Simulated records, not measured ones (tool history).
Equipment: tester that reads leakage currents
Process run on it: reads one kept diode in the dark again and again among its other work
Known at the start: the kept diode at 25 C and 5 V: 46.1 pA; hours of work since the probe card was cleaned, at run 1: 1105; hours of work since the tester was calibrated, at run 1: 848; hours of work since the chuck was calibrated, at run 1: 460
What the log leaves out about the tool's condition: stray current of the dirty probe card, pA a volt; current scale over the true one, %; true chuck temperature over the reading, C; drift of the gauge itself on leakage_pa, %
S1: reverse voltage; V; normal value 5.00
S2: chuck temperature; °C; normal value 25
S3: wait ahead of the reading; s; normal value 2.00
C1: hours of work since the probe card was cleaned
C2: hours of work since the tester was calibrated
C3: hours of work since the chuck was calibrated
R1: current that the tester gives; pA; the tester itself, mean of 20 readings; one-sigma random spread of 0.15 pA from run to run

{"run": 1, "hour": 0.0, "S1": 5.0, "S2": 25, "S3": 2.0, "C1": 1105, "C2": 848, "C3": 460, "R1": 56.72}
{"run": 2, "hour": 235.3, "S1": 5.0, "S2": 25, "S3": 2.0, "C1": 1216, "C2": 958, "C3": 571, "R1": 58.11}
{"run": 3, "hour": 373.3, "S1": 5.0, "S2": 25, "S3": 2.0, "C1": 1281, "C2": 1023, "C3": 636, "R1": 58.98}
{"run": 4, "hour": 573.3, "S1": 4.68, "S2": 25, "S3": 2.0, "C1": 1374, "C2": 1117, "C3": 729, "R1": 58.39}
{"run": 5, "hour": 742.3, "S1": 1.45, "S2": 25, "S3": 2.0, "C1": 1454, "C2": 1196, "C3": 809, "R1": 36.06}
{"hour": 761.2, "done": "probe card cleaned and baked"}
{"run": 6, "hour": 895.4, "S1": 10.98, "S2": 42, "S3": 6.59, "C1": 63, "C2": 1267, "C3": 879, "R1": 280.93}
{"run": 7, "hour": 1044.0, "S1": 10.98, "S2": 21, "S3": 1.57, "C1": 133, "C2": 1337, "C3": 949, "R1": 88.16}
{"hour": 1118.0, "done": "chuck's temperature calibrated"}
{"run": 8, "hour": 1286.1, "S1": 10.98, "S2": 21, "S3": 1.57, "C1": 246, "C2": 1449, "C3": 79, "R1": 86.34}
{"run": 9, "hour": 1508.9, "S1": 10.98, "S2": 42, "S3": 1.57, "C1": 350, "C2": 1554, "C3": 184, "R1": 271.58}
{"hour": 1680.0, "done": "probe card cleaned and baked, once more"}
{"run": 10, "hour": 1680.0, "S1": 5.45, "S2": 32, "S3": 7.28, "C1": 0, "C2": 1633, "C3": 263, "R1": 85.05}

3 options for the next run, each taken on its own from the tool as it stands now. Forecast them:
{"run": "A", "hour": 1874.8, "S1": 3.23, "S2": 43, "S3": 2.07, "C1": 91, "C2": 1725, "C3": 354, "R1": "?"}
{"run": "B", "hour": 1874.8, "S1": 5.0, "S2": 24, "S3": 2.0, "C1": 91, "C2": 1725, "C3": 354, "R1": "?"}
{"run": "C", "hour": 1874.8, "S1": 4.36, "S2": 34, "S3": 2.0, "C1": 91, "C2": 1725, "C3": 354, "R1": "?"}

run=A R1=164.10
run=B R1=44.67
run=C R1=92.90
The same runs, with their run-to-run variation unchanged, on a tool lacking any hidden condition would have given:
run=A R1=159.65
run=B R1=42.70
run=C R1=89.88
